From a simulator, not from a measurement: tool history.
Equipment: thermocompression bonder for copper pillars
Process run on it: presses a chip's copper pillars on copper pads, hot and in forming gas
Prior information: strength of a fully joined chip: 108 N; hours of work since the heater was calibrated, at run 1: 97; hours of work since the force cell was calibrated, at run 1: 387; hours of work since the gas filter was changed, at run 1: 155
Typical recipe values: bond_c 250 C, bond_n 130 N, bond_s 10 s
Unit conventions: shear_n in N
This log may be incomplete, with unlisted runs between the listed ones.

| run | hour | bond_c | bond_n | bond_s | hours of work since the heater was calibrated | hours of work since the force cell was calibrated | hours of work since the gas filter was changed | shear_n |
|---|---|---|---|---|---|---|---|---|
| 1 | 0.0 | 250 | 130 | 10 | 97 | 387 | 155 | 66.6 |
| 2 | 4.0 | 250 | 130 | 10 | 99 | 389 | 157 | 65.6 |
| 3 | 10.0 | 250 | 130 | 10 | 102 | 392 | 160 | 65.9 |
| 4 | 14.9 | 250 | 130 | 10 | 104 | 395 | 162 | 65.6 |
| 5 | 19.6 | 250 | 141 | 10 | 106 | 397 | 164 | 69.6 |
|  | 22.3 | heater calibrated with a thermocouple chip |
| 6 | 25.7 | 250 | 141 | 10 | 2 | 399 | 167 | 68.6 |
| 7 | 30.6 | 250 | 141 | 10 | 4 | 402 | 169 | 71.0 |
| 8 | 38.1 | 250 | 141 | 10 | 8 | 406 | 173 | 68.3 |
| 9 | 45.2 | 250 | 139 | 10 | 12 | 409 | 176 | 68.8 |
|  | 52.8 | heater calibrated with a thermocouple chip, once more |
| 10 | 55.6 | 250 | 139 | 10 | 1 | 413 | 181 | 66.9 |
| 11 | 64.7 | 249 | 130 | 10 | 6 | 418 | 185 | 63.5 |
| 12 | 70.9 | 249 | 91 | 23 | 9 | 421 | 188 | 60.8 |

Predict each of these 5 candidate next runs independently; none follows another, all start after run 12:
| A | 76.0 | 272 | 85 | 7 | 12 | 424 | 191 | ? |
| B | 76.0 | 249 | 182 | 23 | 12 | 424 | 191 | ? |
| C | 76.0 | 253 | 130 | 29 | 12 | 424 | 191 | ? |
| D | 76.0 | 249 | 91 | 19 | 12 | 424 | 191 | ? |
| E | 76.0 | 250 | 130 | 24 | 12 | 424 | 191 | ? |

| run | shear_n |
|---|---|
| A | 48.0 |
| B | 92.1 |
| C | 83.5 |
| D | 56.9 |
| E | 79.1 |
What these runs would have given with no unlogged condition in the tool:
| run | shear_n |
|---|---|
| A | 50.1 |
| B | 97.2 |
| C | 87.9 |
| D | 59.6 |
| E | 83.2 |

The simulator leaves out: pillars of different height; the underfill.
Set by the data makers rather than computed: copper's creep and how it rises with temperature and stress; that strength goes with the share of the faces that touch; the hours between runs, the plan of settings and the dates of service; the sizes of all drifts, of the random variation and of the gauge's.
